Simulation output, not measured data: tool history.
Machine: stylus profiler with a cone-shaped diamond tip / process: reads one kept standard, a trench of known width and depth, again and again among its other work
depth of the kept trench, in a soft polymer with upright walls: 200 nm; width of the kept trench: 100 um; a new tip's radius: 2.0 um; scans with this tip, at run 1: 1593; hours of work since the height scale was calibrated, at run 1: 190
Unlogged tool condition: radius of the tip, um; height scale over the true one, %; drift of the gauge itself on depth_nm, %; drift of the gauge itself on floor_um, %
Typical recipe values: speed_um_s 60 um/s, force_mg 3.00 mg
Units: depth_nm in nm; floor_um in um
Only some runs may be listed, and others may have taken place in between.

run     day  speed_um_s  force_mg  scans with this tip  hours of work since the height scale was calibrated  depth_nm  floor_um
  1   0.000          60      3.00                 1593                                                  190    202.53     98.02
  2   1.117          60      3.00                 1738                                                  207    202.33     98.03
  3   2.467          60      3.00                 1913                                                  228    202.61     97.98
  4   3.379          33      3.00                 2031                                                  242    202.57     98.04
  5   4.417          23      3.00                 2166                                                  258    202.28     98.17
  6   5.208          60      3.00                 2269                                                  270    202.50     97.98
  7   5.946          60      3.00                 2364                                                  282    202.67     98.03
  8   6.679          16      3.00                 2459                                                  293    202.54     98.18
  9   7.442          16      3.00                 2558                                                  305    202.43     98.20
 10   8.808          60      4.58                 2735                                                  326    203.49     98.08
 11   9.625         173      3.00                 2841                                                  338    202.51     97.57
 12  10.904          33      1.12                 3007                                                  358    201.35     97.98
 13  11.717          32      3.79                 3112                                                  371    202.93     98.15
 14  12.842         210      1.47                 3258                                                  388    201.44     97.03
 15  14.162         193      4.15                 3429                                                  408    203.13     97.59
 16  14.804          31      4.00                 3512                                                  418    203.11     98.16
 17  16.067          31      4.00                 3676                                                  438    203.19     98.10
 18  16.888          41      4.90                 3783                                                  450    203.47     98.14
 19  17.921          41      4.90                 3917                                                  466    203.46     98.11
 20  18.938          41      4.90                 4048                                                  482    203.57     98.14
 21  19.929          41      4.90                 4177                                                  497    203.43     98.11
 22  21.196          74      3.00                 4341                                                  517    202.48     97.95

Below are 3 alternative next runs, each starting from the tool's condition after run 22. Predict each:
  A  21.842          16      1.13                 4425                                                  527         ?         ?
  B  21.842          65      4.78                 4425                                                  527         ?         ?
  C  21.842          60      1.47                 4425                                                  527         ?         ?

run  depth_nm  floor_um
  A    201.48     98.13
  B    203.34     98.06
  C    201.58     97.92
With no hidden state in the tool, these same runs would have given:
run  depth_nm  floor_um
  A    201.49     98.14
  B    203.35     98.06
  C    201.58     97.93
